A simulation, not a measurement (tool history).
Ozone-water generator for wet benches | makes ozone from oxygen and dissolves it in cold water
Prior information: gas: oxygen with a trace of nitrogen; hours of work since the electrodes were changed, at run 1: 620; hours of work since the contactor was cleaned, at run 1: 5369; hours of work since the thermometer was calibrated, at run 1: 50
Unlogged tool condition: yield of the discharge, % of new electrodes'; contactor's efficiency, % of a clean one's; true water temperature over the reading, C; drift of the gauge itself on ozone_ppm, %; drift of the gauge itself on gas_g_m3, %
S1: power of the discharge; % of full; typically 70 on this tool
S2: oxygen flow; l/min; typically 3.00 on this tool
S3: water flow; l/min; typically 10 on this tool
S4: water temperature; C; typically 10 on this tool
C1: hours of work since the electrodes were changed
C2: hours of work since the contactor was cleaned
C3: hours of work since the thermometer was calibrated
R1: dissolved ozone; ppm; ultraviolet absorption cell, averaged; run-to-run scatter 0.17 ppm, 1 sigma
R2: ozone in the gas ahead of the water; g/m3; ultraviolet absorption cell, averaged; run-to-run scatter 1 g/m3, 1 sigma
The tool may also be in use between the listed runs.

run    hour  S1    S2  S3  S4    C1    C2   C3    R1     R2
  1     0.0  70  3.00  10  10   620  5369   50  22.2  171.3
  2    76.6  70  3.00  10  10   670  5419  100  22.4  172.4
  3   127.7  72  3.00  10  10   703  5452  133  22.3  174.5
  4   219.3  70  2.20  10  10   763  5512  193  21.1  195.8
  5   329.5  70  2.20  10  10   834  5583  264  20.8  196.7
      338.0  -- water thermometer calibrated
  6   451.4  70  2.22  10  10   913  5662   74  21.0  195.3
  7   547.9  70  3.00  10  10   976  5724  136  22.4  171.3
  8   670.5  70  3.00  10  10  1055  5804  216  21.8  170.3
  9   775.5  70  3.00  10  10  1123  5872  284  21.8  169.6
 10   848.3  52  2.65   8  18  1171  5919  331  19.7  154.0
 11   920.5  70  2.39  11  10  1218  5966  378  18.9  187.7
 12   972.8  70  3.00  13  10  1252  6000  412  17.4  168.6
 13  1030.4  99  3.00   8  10  1289  6038  449  30.6  201.0

Alternative continuations, all from the tool just after run 13; predict every row:
     1057.7  -- water thermometer calibrated, once more
  A  1085.2  40  1.94  10   7  1324  6073  18   ?   ?
     1057.7  -- water thermometer calibrated, once more
  B  1085.2  70  4.64  13  10  1324  6073  18   ?   ?
     1057.7  -- water thermometer calibrated, once more
  C  1085.2  70  3.00  10   7  1324  6073  18   ?   ?
     1057.7  -- water thermometer calibrated, once more
  D  1085.2  58  3.00   8   6  1324  6073  18   ?   ?
     1057.7  -- water thermometer calibrated, once more
  E  1085.2  79  4.96  10  10  1324  6073  18   ?   ?

run    R1     R2
  A  15.8  156.7
  B  18.5  141.6
  C  22.4  169.3
  D  25.2  155.9
  E  24.4  144.9
Without the tool's hidden state the same runs would have given:
run    R1     R2
  A  16.6  161.1
  B  19.7  147.1
  C  23.8  176.0
  D  26.6  161.5
  E  26.1  151.0
